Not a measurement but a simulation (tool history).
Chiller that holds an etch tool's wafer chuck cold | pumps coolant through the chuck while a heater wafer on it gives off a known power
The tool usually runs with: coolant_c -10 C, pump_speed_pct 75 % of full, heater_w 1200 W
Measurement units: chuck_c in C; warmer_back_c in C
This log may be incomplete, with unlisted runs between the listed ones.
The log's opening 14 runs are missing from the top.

run   hour  coolant_c  pump_speed_pct  heater_w  chuck_c  warmer_back_c
 15  420.8        -10              75      1200     -0.8           4.11
 16  450.6        -10              75      1200     -0.6           4.11
 17  469.7        -10             100      1371     -1.9           3.51
 18    496        -15              61      1124     -4.4           4.82
 19  532.8        -15              61      1124     -4.3           4.77
 20    568        -11              82      1213     -2.5           3.86
 21  596.1         -4              82      1213      4.7           3.86
 22  625.6         -5              74      1200      4.5           4.25
 23    665         -5              74      1200      4.6           4.37
 24  684.2         -5              74      1200      4.4           4.33
 25  707.5         -5              74      1200      4.4           4.33
 26  724.8         -5              74      1200      4.4           4.32
 27  756.3        -10              83      1200     -1.5           3.79
 28  776.9        -18              67      1200     -7.6           4.79
 29  802.8         -5              97      1681      5.1           4.53
 30    829        -10              75      1200     -0.7            4.3
 31  858.1        -13              62       852       -5           3.84
     872.6  -- gauge calibrated
 32  877.7        -10              87       852     -4.3           2.36

Consider 4 possible next runs. They are alternatives, not a sequence: every one starts from the tool as it was left by run 32. What does each give?
  A  898.4        -10              74      1203        ?              ?
  B  898.4        -13              75       852        ?              ?
  C  898.4         -6              87      1675        ?              ?
  D  898.4         -9              84       967        ?              ?

run  chuck_c  warmer_back_c
  A     -0.5           3.89
  B     -6.3           2.81
  C      5.2           4.62
  D     -2.3           2.78
With no hidden state in the tool, these same runs would have given:
run  chuck_c  warmer_back_c
  A     -0.5           3.88
  B     -6.3            2.8
  C      5.2            4.6
  D     -2.3           2.77
